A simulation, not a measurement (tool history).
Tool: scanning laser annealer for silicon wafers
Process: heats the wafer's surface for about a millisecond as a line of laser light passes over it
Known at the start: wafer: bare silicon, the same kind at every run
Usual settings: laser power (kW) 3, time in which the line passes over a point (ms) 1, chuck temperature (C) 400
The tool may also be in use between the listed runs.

run,hour,laser power (kW),time in which the line passes over a point (ms),chuck temperature (C),highest temperature of the surface (C)
1,0,3,1,400,1098
2,19.3,3,1,376,1072
3,38.2,3,0.89,400,1055
4,59.6,3.224,1,400,1151
5,96.9,3.224,1,400,1147
6,121,3,1.05,400,1114
7,139.7,3,1.05,400,1114
8,175.1,3,1.05,400,1113
9,213.4,3.093,1,400,1115
10,249.1,3.093,1,400,1112
11,267.5,3.093,1,400,1112
12,308.9,3.093,1,400,1113
13,337.7,3.093,1,400,1113
14,366.5,3.093,1,400,1112
15,390.1,3.093,1,400,1113
16,426.1,2.806,1,400,1047
17,466,2.806,1,400,1044
18,489.6,3,0.93,382,1046
19,519.1,3,0.93,382,1044
20,545.3,2.824,1.12,400,1094
21,570.3,2.824,1.12,400,1090
22,610.3,2.824,1.12,400,1090
23,635.5,3,0.83,393,1008
24,672.8,2.807,0.78,393,950
25,704.3,3.135,1,365,1077
26,737.4,2.61,1.25,366,1041
# hour 747.6: window over the wafer cleaned
27,764.2,2.61,1.25,366,1068
28,802,2.61,0.89,366,946
29,823,3.069,1,432,1159

3 ways to go on from here, each from the tool as it stands after run 29. What would each give?
A,853.8,3,0.84,400,?
B,853.8,3.072,1,377,?
C,853.8,3.271,0.86,361,?

run,highest temperature of the surface (C)
A,1043
B,1106
C,1073
Without the tool's hidden state the same runs would have given:
run,highest temperature of the surface (C)
A,1053
B,1118
C,1084
